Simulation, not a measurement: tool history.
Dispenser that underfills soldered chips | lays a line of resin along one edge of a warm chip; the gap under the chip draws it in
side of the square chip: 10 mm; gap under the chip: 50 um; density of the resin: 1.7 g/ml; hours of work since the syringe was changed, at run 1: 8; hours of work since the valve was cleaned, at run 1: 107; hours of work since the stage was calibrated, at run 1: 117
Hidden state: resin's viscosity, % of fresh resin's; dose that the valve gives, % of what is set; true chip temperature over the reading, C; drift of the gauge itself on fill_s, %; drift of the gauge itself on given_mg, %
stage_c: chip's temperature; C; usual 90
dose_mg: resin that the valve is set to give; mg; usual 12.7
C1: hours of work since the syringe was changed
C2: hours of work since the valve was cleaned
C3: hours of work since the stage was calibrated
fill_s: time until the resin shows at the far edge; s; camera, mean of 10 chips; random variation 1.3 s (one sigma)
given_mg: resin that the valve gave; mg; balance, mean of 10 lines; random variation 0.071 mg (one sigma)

{"run": 1, "hour": 0.0, "stage_c": 90, "dose_mg": 12.7, "C1": 8, "C2": 107, "C3": 117, "fill_s": 217.9, "given_mg": 11.45}
{"hour": 3.1, "done": "new syringe of resin"}
{"run": 2, "hour": 4.1, "stage_c": 90, "dose_mg": 12.7, "C1": 1, "C2": 110, "C3": 119, "fill_s": 131.9, "given_mg": 11.44}
{"run": 3, "hour": 6.4, "stage_c": 90, "dose_mg": 12.7, "C1": 2, "C2": 111, "C3": 120, "fill_s": 146.4, "given_mg": 11.28}
{"run": 4, "hour": 9.2, "stage_c": 90, "dose_mg": 12.7, "C1": 4, "C2": 113, "C3": 122, "fill_s": 167.0, "given_mg": 11.45}
{"hour": 11.3, "done": "dispensing valve cleaned and set on the balance"}
{"run": 5, "hour": 13.6, "stage_c": 90, "dose_mg": 12.7, "C1": 6, "C2": 1, "C3": 124, "fill_s": 192.5, "given_mg": 12.73}
{"run": 6, "hour": 17.1, "stage_c": 90, "dose_mg": 12.7, "C1": 8, "C2": 4, "C3": 127, "fill_s": 226.1, "given_mg": 12.58}
{"hour": 19.1, "done": "new syringe of resin"}
{"run": 7, "hour": 21.9, "stage_c": 90, "dose_mg": 12.7, "C1": 2, "C2": 7, "C3": 129, "fill_s": 140.4, "given_mg": 12.69}
{"run": 8, "hour": 26.9, "stage_c": 91, "dose_mg": 12.7, "C1": 5, "C2": 10, "C3": 133, "fill_s": 176.2, "given_mg": 12.62}
{"run": 9, "hour": 29.2, "stage_c": 91, "dose_mg": 12.7, "C1": 6, "C2": 11, "C3": 134, "fill_s": 189.2, "given_mg": 12.51}
{"run": 10, "hour": 33.2, "stage_c": 90, "dose_mg": 12.7, "C1": 9, "C2": 14, "C3": 137, "fill_s": 240.2, "given_mg": 12.6}
{"hour": 34.3, "done": "new syringe of resin"}
{"run": 11, "hour": 38.7, "stage_c": 101, "dose_mg": 12.7, "C1": 3, "C2": 17, "C3": 140, "fill_s": 103.9, "given_mg": 12.47}
{"run": 12, "hour": 43.4, "stage_c": 101, "dose_mg": 12.7, "C1": 6, "C2": 20, "C3": 143, "fill_s": 134.0, "given_mg": 12.61}
{"run": 13, "hour": 47.5, "stage_c": 101, "dose_mg": 12.7, "C1": 8, "C2": 23, "C3": 145, "fill_s": 160.0, "given_mg": 12.39}
{"hour": 49.2, "done": "new syringe of resin"}
{"run": 14, "hour": 51.1, "stage_c": 101, "dose_mg": 12.7, "C1": 1, "C2": 25, "C3": 148, "fill_s": 93.5, "given_mg": 12.34}
{"run": 15, "hour": 54.8, "stage_c": 92, "dose_mg": 12.6, "C1": 4, "C2": 27, "C3": 150, "fill_s": 151.1, "given_mg": 12.22}
{"run": 16, "hour": 57.8, "stage_c": 92, "dose_mg": 12.6, "C1": 5, "C2": 29, "C3": 152, "fill_s": 171.6, "given_mg": 12.21}
{"run": 17, "hour": 62.4, "stage_c": 92, "dose_mg": 12.6, "C1": 8, "C2": 32, "C3": 155, "fill_s": 212.4, "given_mg": 12.22}
{"hour": 64.2, "done": "new syringe of resin"}
{"run": 18, "hour": 66.5, "stage_c": 76, "dose_mg": 11.1, "C1": 1, "C2": 34, "C3": 157, "fill_s": 226.7, "given_mg": 10.7}
{"run": 19, "hour": 71.0, "stage_c": 76, "dose_mg": 11.1, "C1": 4, "C2": 37, "C3": 160, "fill_s": 277.6, "given_mg": 10.77}
{"run": 20, "hour": 74.5, "stage_c": 77, "dose_mg": 15.3, "C1": 7, "C2": 39, "C3": 162, "fill_s": 297.4, "given_mg": 14.7}
{"hour": 79.3, "done": "new syringe of resin"}
{"run": 21, "hour": 79.6, "stage_c": 101, "dose_mg": 11.3, "C1": 0, "C2": 42, "C3": 165, "fill_s": 87.4, "given_mg": 10.81}
{"run": 22, "hour": 83.2, "stage_c": 87, "dose_mg": 13.7, "C1": 2, "C2": 45, "C3": 168, "fill_s": 159.5, "given_mg": 13.16}
{"run": 23, "hour": 88.2, "stage_c": 80, "dose_mg": 15.9, "C1": 6, "C2": 48, "C3": 171, "fill_s": 253.1, "given_mg": 15.15}
{"run": 24, "hour": 91.9, "stage_c": 95, "dose_mg": 15.3, "C1": 8, "C2": 50, "C3": 173, "fill_s": 184.0, "given_mg": 14.55}
{"hour": 94.4, "done": "new syringe of resin"}
{"run": 25, "hour": 96.5, "stage_c": 101, "dose_mg": 14.0, "C1": 1, "C2": 53, "C3": 176, "fill_s": 94.3, "given_mg": 13.24}
{"run": 26, "hour": 100.2, "stage_c": 77, "dose_mg": 14.7, "C1": 4, "C2": 55, "C3": 178, "fill_s": 243.8, "given_mg": 13.89}
{"run": 27, "hour": 103.5, "stage_c": 92, "dose_mg": 11.9, "C1": 6, "C2": 57, "C3": 180, "fill_s": 180.3, "given_mg": 11.23}

5 ways to go on from here, each from the tool as it stands after run 27. What would each give?
{"run": "A", "hour": 108.7, "stage_c": 95, "dose_mg": 11.9, "C1": 9, "C2": 61, "C3": 184, "fill_s": "?", "given_mg": "?"}
{"run": "B", "hour": 108.7, "stage_c": 77, "dose_mg": 11.9, "C1": 9, "C2": 61, "C3": 184, "fill_s": "?", "given_mg": "?"}
{"run": "C", "hour": 108.7, "stage_c": 85, "dose_mg": 15.5, "C1": 9, "C2": 61, "C3": 184, "fill_s": "?", "given_mg": "?"}
{"run": "D", "hour": 108.7, "stage_c": 103, "dose_mg": 13.7, "C1": 9, "C2": 61, "C3": 184, "fill_s": "?", "given_mg": "?"}
{"run": "E", "hour": 108.7, "stage_c": 78, "dose_mg": 15.5, "C1": 9, "C2": 61, "C3": 184, "fill_s": "?", "given_mg": "?"}

run=A fill_s=208.5 given_mg=11.20
run=B fill_s=384.8 given_mg=11.19
run=C fill_s=277.8 given_mg=14.58
run=D fill_s=157.7 given_mg=12.80
run=E fill_s=349.2 given_mg=14.67
Without the tool's hidden state the same runs would have given:
run=A fill_s=107.4 given_mg=11.90
run=B fill_s=199.1 given_mg=11.89
run=C fill_s=145.1 given_mg=15.50
run=D fill_s=81.7 given_mg=13.60
run=E fill_s=182.6 given_mg=15.59

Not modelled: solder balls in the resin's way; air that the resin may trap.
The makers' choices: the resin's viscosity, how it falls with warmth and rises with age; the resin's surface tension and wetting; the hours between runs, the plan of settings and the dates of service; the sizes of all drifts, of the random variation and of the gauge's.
